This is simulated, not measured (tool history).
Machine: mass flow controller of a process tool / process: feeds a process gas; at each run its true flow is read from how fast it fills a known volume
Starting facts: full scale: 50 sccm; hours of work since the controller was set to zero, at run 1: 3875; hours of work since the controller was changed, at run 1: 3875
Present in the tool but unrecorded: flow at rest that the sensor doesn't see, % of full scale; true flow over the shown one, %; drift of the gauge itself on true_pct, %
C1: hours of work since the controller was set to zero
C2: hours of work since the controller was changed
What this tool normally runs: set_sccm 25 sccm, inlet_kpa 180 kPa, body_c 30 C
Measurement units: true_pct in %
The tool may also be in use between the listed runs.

run 1 hour=0 | set_sccm=25 inlet_kpa=180 body_c=30 | C1=3875 C2=3875 | true_pct=98.9
run 2 hour=205 | set_sccm=12 inlet_kpa=180 body_c=30 | C1=3971 C2=3971 | true_pct=97.75
run 3 hour=347.5 | set_sccm=25 inlet_kpa=164 body_c=30 | C1=4038 C2=4038 | true_pct=98.92
run 4 hour=626 | set_sccm=25 inlet_kpa=164 body_c=30 | C1=4168 C2=4168 | true_pct=98.96
run 5 hour=820.2 | set_sccm=25 inlet_kpa=164 body_c=30 | C1=4259 C2=4259 | true_pct=99.09
run 6 hour=1052.4 | set_sccm=25 inlet_kpa=164 body_c=30 | C1=4367 C2=4367 | true_pct=99.02
run 7 hour=1318.1 | set_sccm=25 inlet_kpa=181 body_c=30 | C1=4491 C2=4491 | true_pct=98.94
run 8 hour=1446.5 | set_sccm=25 inlet_kpa=181 body_c=30 | C1=4551 C2=4551 | true_pct=98.81
run 9 hour=1678.2 | set_sccm=25 inlet_kpa=180 body_c=30 | C1=4660 C2=4660 | true_pct=98.99
run 10 hour=1845.4 | set_sccm=25 inlet_kpa=180 body_c=30 | C1=4738 C2=4738 | true_pct=99.07
run 11 hour=1995.8 | set_sccm=25 inlet_kpa=180 body_c=30 | C1=4808 C2=4808 | true_pct=98.89
run 12 hour=2184.1 | set_sccm=25 inlet_kpa=180 body_c=30 | C1=4896 C2=4896 | true_pct=99.05
run 13 hour=2441.2 | set_sccm=43 inlet_kpa=180 body_c=30 | C1=5016 C2=5016 | true_pct=100.13
run 14 hour=2587.5 | set_sccm=43 inlet_kpa=193 body_c=30 | C1=5085 C2=5085 | true_pct=100.05
run 15 hour=2723 | set_sccm=43 inlet_kpa=193 body_c=30 | C1=5148 C2=5148 | true_pct=100.13
run 16 hour=2966.5 | set_sccm=25 inlet_kpa=196 body_c=30 | C1=5262 C2=5262 | true_pct=98.89
run 17 hour=3223.3 | set_sccm=25 inlet_kpa=196 body_c=30 | C1=5382 C2=5382 | true_pct=99.08
run 18 hour=3446.9 | set_sccm=25 inlet_kpa=196 body_c=30 | C1=5486 C2=5486 | true_pct=98.87
run 19 hour=3577.1 | set_sccm=11 inlet_kpa=180 body_c=30 | C1=5547 C2=5547 | true_pct=97.69
run 20 hour=3819.2 | set_sccm=25 inlet_kpa=237 body_c=30 | C1=5660 C2=5660 | true_pct=98.71
run 21 hour=4008.9 | set_sccm=16 inlet_kpa=180 body_c=30 | C1=5749 C2=5749 | true_pct=98.25
run 22 hour=4129.9 | set_sccm=16 inlet_kpa=180 body_c=30 | C1=5805 C2=5805 | true_pct=98.22
run 23 hour=4318.9 | set_sccm=16 inlet_kpa=180 body_c=30 | C1=5894 C2=5894 | true_pct=98.41
run 24 hour=4595.1 | set_sccm=16 inlet_kpa=196 body_c=30 | C1=6023 C2=6023 | true_pct=98.24
run 25 hour=4806.5 | set_sccm=30 inlet_kpa=236 body_c=30 | C1=6121 C2=6121 | true_pct=99.11
run 26 hour=5089.1 | set_sccm=16 inlet_kpa=257 body_c=36 | C1=6253 C2=6253 | true_pct=97.07
run 27 hour=5315.3 | set_sccm=25 inlet_kpa=188 body_c=30 | C1=6359 C2=6359 | true_pct=99.26
run 28 hour=5586.9 | set_sccm=6 inlet_kpa=170 body_c=30 | C1=6486 C2=6486 | true_pct=96.22
run 29 hour=5792.1 | set_sccm=6 inlet_kpa=228 body_c=25 | C1=6582 C2=6582 | true_pct=96.4
run 30 hour=6037.4 | set_sccm=6 inlet_kpa=228 body_c=25 | C1=6697 C2=6697 | true_pct=96.25
run 31 hour=6248.5 | set_sccm=6 inlet_kpa=228 body_c=25 | C1=6795 C2=6795 | true_pct=96.21
run 32 hour=6529.8 | set_sccm=19 inlet_kpa=274 body_c=22 | C1=6927 C2=6927 | true_pct=98.87
run 33 hour=6820.7 | set_sccm=13 inlet_kpa=279 body_c=27 | C1=7063 C2=7063 | true_pct=97.64
run 34 hour=7077.6 | set_sccm=13 inlet_kpa=279 body_c=27 | C1=7183 C2=7183 | true_pct=97.61
run 35 hour=7275.5 | set_sccm=16 inlet_kpa=175 body_c=30 | C1=7275 C2=7275 | true_pct=98.38
run 36 hour=7461.1 | set_sccm=16 inlet_kpa=175 body_c=30 | C1=7362 C2=7362 | true_pct=98.45
run 37 hour=7706.8 | set_sccm=46 inlet_kpa=256 body_c=35 | C1=7477 C2=7477 | true_pct=99.75
run 38 hour=7956.1 | set_sccm=20 inlet_kpa=238 body_c=26 | C1=7593 C2=7593 | true_pct=98.93
run 39 hour=8123.3 | set_sccm=14 inlet_kpa=182 body_c=30 | C1=7671 C2=7671 | true_pct=98.29
run 40 hour=8361.2 | set_sccm=8 inlet_kpa=250 body_c=34 | C1=7782 C2=7782 | true_pct=95.79
run 41 hour=8581 | set_sccm=13 inlet_kpa=186 body_c=30 | C1=7885 C2=7885 | true_pct=97.89
run 42 hour=8782.4 | set_sccm=13 inlet_kpa=186 body_c=30 | C1=7979 C2=7979 | true_pct=98.01
run 43 hour=9024 | set_sccm=13 inlet_kpa=186 body_c=30 | C1=8092 C2=8092 | true_pct=98.07
run 44 hour=9282.5 | set_sccm=13 inlet_kpa=186 body_c=30 | C1=8213 C2=8213 | true_pct=97.89
run 45 hour=9567.7 | set_sccm=13 inlet_kpa=186 body_c=30 | C1=8346 C2=8346 | true_pct=98.04
run 46 hour=9739.6 | set_sccm=22 inlet_kpa=193 body_c=33 | C1=8427 C2=8427 | true_pct=98.89

Table of differences, measured result less the result of that run with no hidden state. Run-to-run variation is the same in both. Gauge scatter possibly is not:
run=1 true_pct=+0.53
run=2 true_pct=+0.08
run=3 true_pct=+0.55
run=4 true_pct=+0.57
run=5 true_pct=+0.59
run=6 true_pct=+0.6
run=7 true_pct=+0.62
run=8 true_pct=+0.63
run=9 true_pct=+0.64
run=10 true_pct=+0.65
run=11 true_pct=+0.66
run=12 true_pct=+0.68
run=13 true_pct=+0.91
run=14 true_pct=+0.92
run=15 true_pct=+0.94
run=16 true_pct=+0.73
run=17 true_pct=+0.75
run=18 true_pct=+0.75
run=19 true_pct=+0.02
run=20 true_pct=+0.78
run=21 true_pct=+0.45
run=22 true_pct=+0.46
run=23 true_pct=+0.48
run=24 true_pct=+0.49
run=25 true_pct=+0.95
run=26 true_pct=+0.5
run=27 true_pct=+0.88
run=28 true_pct=-1.22
run=29 true_pct=-1.24
run=30 true_pct=-1.26
run=31 true_pct=-1.27
run=32 true_pct=+0.74
run=33 true_pct=+0.32
run=34 true_pct=+0.32
run=35 true_pct=+0.59
run=36 true_pct=+0.6
run=37 true_pct=+1.4
run=38 true_pct=+0.86
run=39 true_pct=+0.45
run=40 true_pct=-0.62
run=41 true_pct=+0.35
run=42 true_pct=+0.36
run=43 true_pct=+0.36
run=44 true_pct=+0.36
run=45 true_pct=+0.38
run=46 true_pct=+1.06
